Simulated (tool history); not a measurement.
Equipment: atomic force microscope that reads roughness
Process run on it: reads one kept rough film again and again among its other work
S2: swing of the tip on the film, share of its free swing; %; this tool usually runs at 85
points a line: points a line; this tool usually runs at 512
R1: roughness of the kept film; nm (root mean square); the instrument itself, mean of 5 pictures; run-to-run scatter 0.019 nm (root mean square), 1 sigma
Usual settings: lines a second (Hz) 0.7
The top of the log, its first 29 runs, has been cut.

-- hour=1246.4 new tip fitted
run 30 hour=1257.1 | lines_a_second_(Hz)=0.89 S2=62 points_a_line=945 | R1=4.643
-- hour=1271.1 height scale calibrated on a step standard, once more
run 31 hour=1299.5 | lines_a_second_(Hz)=0.89 S2=62 points_a_line=945 | R1=3.773
-- hour=1329.2 new tip fitted
run 32 hour=1352.7 | lines_a_second_(Hz)=0.89 S2=62 points_a_line=945 | R1=4.246
run 33 hour=1398.2 | lines_a_second_(Hz)=0.89 S2=62 points_a_line=945 | R1=3.372
-- hour=1409.9 new tip fitted
run 34 hour=1433.7 | lines_a_second_(Hz)=0.7 S2=85 points_a_line=330 | R1=3.962
run 35 hour=1479 | lines_a_second_(Hz)=0.7 S2=85 points_a_line=330 | R1=3.207
-- hour=1490.8 new tip fitted
run 36 hour=1504.8 | lines_a_second_(Hz)=0.7 S2=67 points_a_line=330 | R1=4.497
run 37 hour=1530.1 | lines_a_second_(Hz)=0.504 S2=82 points_a_line=512 | R1=3.826
-- hour=1571.2 new tip fitted
run 38 hour=1577.9 | lines_a_second_(Hz)=0.504 S2=82 points_a_line=512 | R1=4.561
run 39 hour=1630.9 | lines_a_second_(Hz)=0.7 S2=78 points_a_line=512 | R1=3.502
-- hour=1653.9 new tip fitted
run 40 hour=1658.5 | lines_a_second_(Hz)=0.7 S2=78 points_a_line=512 | R1=4.574
run 41 hour=1695.4 | lines_a_second_(Hz)=0.7 S2=72 points_a_line=512 | R1=3.789
-- hour=1733.1 new tip fitted
run 42 hour=1757 | lines_a_second_(Hz)=3.108 S2=66 points_a_line=472 | R1=3.811
run 43 hour=1785.3 | lines_a_second_(Hz)=3.108 S2=66 points_a_line=472 | R1=3.319
-- hour=1814.4 new tip fitted
run 44 hour=1835.1 | lines_a_second_(Hz)=0.535 S2=66 points_a_line=472 | R1=4.399
run 45 hour=1878.4 | lines_a_second_(Hz)=0.535 S2=66 points_a_line=472 | R1=3.552
-- hour=1896.6 new tip fitted
run 46 hour=1912.2 | lines_a_second_(Hz)=0.535 S2=66 points_a_line=472 | R1=4.487
run 47 hour=1967.8 | lines_a_second_(Hz)=0.535 S2=66 points_a_line=472 | R1=3.534
-- hour=1979 new tip fitted
run 48 hour=2014.5 | lines_a_second_(Hz)=0.535 S2=66 points_a_line=472 | R1=4.071

Each row is a separate what-if for the run after 48, all from the same tool condition, not one after another. Results?
run A hour=2052.9 | lines_a_second_(Hz)=0.536 S2=56 points_a_line=450 | R1=?
run B hour=2052.9 | lines_a_second_(Hz)=3.043 S2=56 points_a_line=587 | R1=?
run C hour=2052.9 | lines_a_second_(Hz)=0.535 S2=66 points_a_line=285 | R1=?

run=A R1=3.506
run=B R1=3.316
run=C R1=3.439
Without the tool's unlogged condition, the same runs would have read:
run=A R1=4.967
run=B R1=4.697
run=C R1=4.87
